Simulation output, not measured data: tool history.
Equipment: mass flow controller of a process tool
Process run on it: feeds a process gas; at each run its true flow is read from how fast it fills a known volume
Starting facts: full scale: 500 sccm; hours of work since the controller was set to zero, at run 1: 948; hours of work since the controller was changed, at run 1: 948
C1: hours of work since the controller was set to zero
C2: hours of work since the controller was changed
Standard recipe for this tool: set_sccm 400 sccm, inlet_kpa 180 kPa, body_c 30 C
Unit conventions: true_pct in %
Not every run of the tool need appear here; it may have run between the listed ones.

Run 1, hour 0: usual settings; C1 948; C2 948. Result: true_pct 100.05 %.
Run 2, hour 111.2: usual settings but inlet_kpa 145 kPa; C1 1029; C2 1029. Result: true_pct 100.23 %.
Run 3, hour 272.3: usual settings but inlet_kpa 145 kPa; C1 1146; C2 1146. Result: true_pct 100.1 %.
Run 4, hour 431.6: usual settings but inlet_kpa 145 kPa; C1 1262; C2 1262. Result: true_pct 100.02 %.
Run 5, hour 582.9: usual settings; C1 1372; C2 1372. Result: true_pct 99.8 %.
Run 6, hour 723.9: usual settings; C1 1475; C2 1475. Result: true_pct 99.92 %.
Run 7, hour 931.8: usual settings; C1 1626; C2 1626. Result: true_pct 99.96 %.
Run 8, hour 1062.8: usual settings but set_sccm 59 sccm; C1 1722; C2 1722. Result: true_pct 99.33 %.
Run 9, hour 1196.6: usual settings but set_sccm 59 sccm, body_c 36 C; C1 1819; C2 1819. Result: true_pct 99.63 %.
Run 10, hour 1338.2: usual settings but set_sccm 59 sccm, body_c 36 C; C1 1922; C2 1922. Result: true_pct 99.75 %.
Run 11, hour 1528.2: usual settings but set_sccm 59 sccm, body_c 36 C; C1 2061; C2 2061. Result: true_pct 99.77 %.
Run 12, hour 1621.9: usual settings but set_sccm 59 sccm, body_c 36 C; C1 2129; C2 2129. Result: true_pct 99.66 %.
Run 13, hour 1813: usual settings but set_sccm 59 sccm, body_c 36 C; C1 2268; C2 2268. Result: true_pct 99.98 %.
Run 14, hour 1925: usual settings but set_sccm 59 sccm, body_c 36 C; C1 2350; C2 2350. Result: true_pct 99.89 %.
Run 15, hour 2025: usual settings but set_sccm 234 sccm, inlet_kpa 160 kPa, body_c 36 C; C1 2423; C2 2423. Result: true_pct 99.44 %.
Run 16, hour 2129.8: usual settings but set_sccm 232 sccm, inlet_kpa 177 kPa, body_c 27 C; C1 2499; C2 2499. Result: true_pct 99.15 %.
Run 17, hour 2321.2: usual settings but set_sccm 309 sccm, inlet_kpa 201 kPa, body_c 32 C; C1 2638; C2 2638. Result: true_pct 99.25 %.
Run 18, hour 2486.4: usual settings but set_sccm 77 sccm, inlet_kpa 202 kPa, body_c 28 C; C1 2759; C2 2759. Result: true_pct 99.16 %.
Run 19, hour 2684.7: usual settings but set_sccm 77 sccm, inlet_kpa 202 kPa, body_c 28 C; C1 2903; C2 2903. Result: true_pct 99.32 %.
Run 20, hour 2862.8: usual settings but set_sccm 77 sccm, inlet_kpa 202 kPa, body_c 28 C; C1 3033; C2 3033. Result: true_pct 99.35 %.
Run 21, hour 2961.1: usual settings but set_sccm 102 sccm, inlet_kpa 238 kPa; C1 3105; C2 3105. Result: true_pct 98.82 %.
Run 22, hour 3148.8: usual settings but set_sccm 102 sccm, inlet_kpa 238 kPa; C1 3241; C2 3241. Result: true_pct 98.8 %.
Run 23, hour 3277: usual settings but set_sccm 51 sccm; C1 3335; C2 3335. Result: true_pct 100.53 %.
Run 24, hour 3485.5: usual settings but set_sccm 51 sccm, body_c 34 C; C1 3487; C2 3487. Result: true_pct 100.77 %.
Run 25, hour 3696.5: usual settings but set_sccm 258 sccm, inlet_kpa 153 kPa, body_c 26 C; C1 3640; C2 3640. Result: true_pct 99.18 %.
Run 26, hour 3872.8: usual settings but set_sccm 69 sccm, inlet_kpa 258 kPa, body_c 25 C; C1 3769; C2 3769. Result: true_pct 99.34 %.

Forecast each of these 3 alternatives for the next run:
Run A, hour 3990.9: usual settings but set_sccm 206 sccm, inlet_kpa 178 kPa, body_c 22 C; C1 3855; C2 3855. Result: true_pct ?.
Run B, hour 3990.9: usual settings but set_sccm 316 sccm, inlet_kpa 145 kPa, body_c 28 C; C1 3855; C2 3855. Result: true_pct ?.
Run C, hour 3990.9: usual settings but set_sccm 172 sccm, inlet_kpa 258 kPa, body_c 25 C; C1 3855; C2 3855. Result: true_pct ?.

run  true_pct
  A     98.75
  B     99.36
  C     98.12
Stripped of hidden state, with their random variation kept, the same runs would have yielded:
run  true_pct
  A     98.65
  B     99.55
  C     97.84
